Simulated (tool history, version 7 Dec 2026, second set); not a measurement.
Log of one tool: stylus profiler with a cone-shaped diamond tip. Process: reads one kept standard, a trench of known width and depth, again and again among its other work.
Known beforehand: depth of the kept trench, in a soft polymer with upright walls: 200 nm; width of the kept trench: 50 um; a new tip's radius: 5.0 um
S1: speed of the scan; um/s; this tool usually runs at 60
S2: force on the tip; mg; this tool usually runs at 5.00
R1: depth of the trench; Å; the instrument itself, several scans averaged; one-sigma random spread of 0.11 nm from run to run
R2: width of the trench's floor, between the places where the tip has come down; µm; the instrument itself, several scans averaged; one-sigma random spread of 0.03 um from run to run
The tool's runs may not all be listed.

run	hour	S1	S2	R1	R2
1	0.0	60	5.00	2035.9	45.97
2	48.7	60	5.00	2035.5	45.98
3	125.1	60	5.00	2034.7	45.93
4	212.9	60	5.00	2034.8	45.91
5	293.9	60	5.00	2033.3	45.80
6	329.4	60	5.00	2034.1	45.82
7	384.0	60	5.00	2030.5	45.76
8	428.8	24	5.00	2033.6	45.85
9	509.2	24	5.00	2033.5	45.82
10	572.8	21	5.00	2031.7	45.78
# hour 594.8: height scale calibrated on a step standard
11	661.2	21	5.00	2046.1	45.79
12	735.9	64	5.00	2046.0	45.59
13	793.6	60	4.15	2039.7	45.57
14	877.4	60	5.00	2045.4	45.60
15	930.8	60	5.00	2046.8	45.53
16	977.4	60	5.00	2043.9	45.54
17	1028.8	60	5.00	2044.4	45.51
18	1089.5	60	5.00	2043.7	45.48
19	1145.1	15	3.16	2032.6	45.55
20	1217.7	15	3.16	2033.3	45.51
21	1303.8	180	13.88	2088.0	45.19
22	1373.6	216	4.93	2042.7	44.86
23	1416.9	124	2.16	2024.0	44.95
24	1482.6	120	1.74	2019.3	44.86
25	1570.7	120	2.10	2021.4	44.87
26	1652.7	143	5.00	2040.8	44.96
27	1691.1	183	7.53	2056.3	44.97
28	1733.8	22	2.61	2026.9	45.29
29	1778.0	115	14.83	2090.2	45.18
30	1828.9	81	5.00	2041.1	45.06
31	1900.3	174	3.90	2032.0	44.68
32	1958.2	60	3.64	2033.2	45.08
33	1999.8	60	3.64	2031.4	45.02
34	2053.1	60	3.64	2031.2	45.06
35	2089.0	60	3.64	2029.4	44.97
36	2155.0	29	12.56	2077.1	45.12

Consider 3 possible next runs. They are alternatives, not a sequence: every one starts from the tool as it was left by run 36. What does each give?
A	2219.5	94	2.28	?	?
B	2219.5	47	14.17	?	?
C	2219.5	30	4.02	?	?

run	R1	R2
A	2021.3	44.73
B	2086.1	45.09
C	2032.1	45.07
With the hidden condition removed and each run's random variation left untouched, the same runs would have given:
run	R1	R2
A	2028.8	46.77
B	2093.9	47.13
C	2039.7	47.11
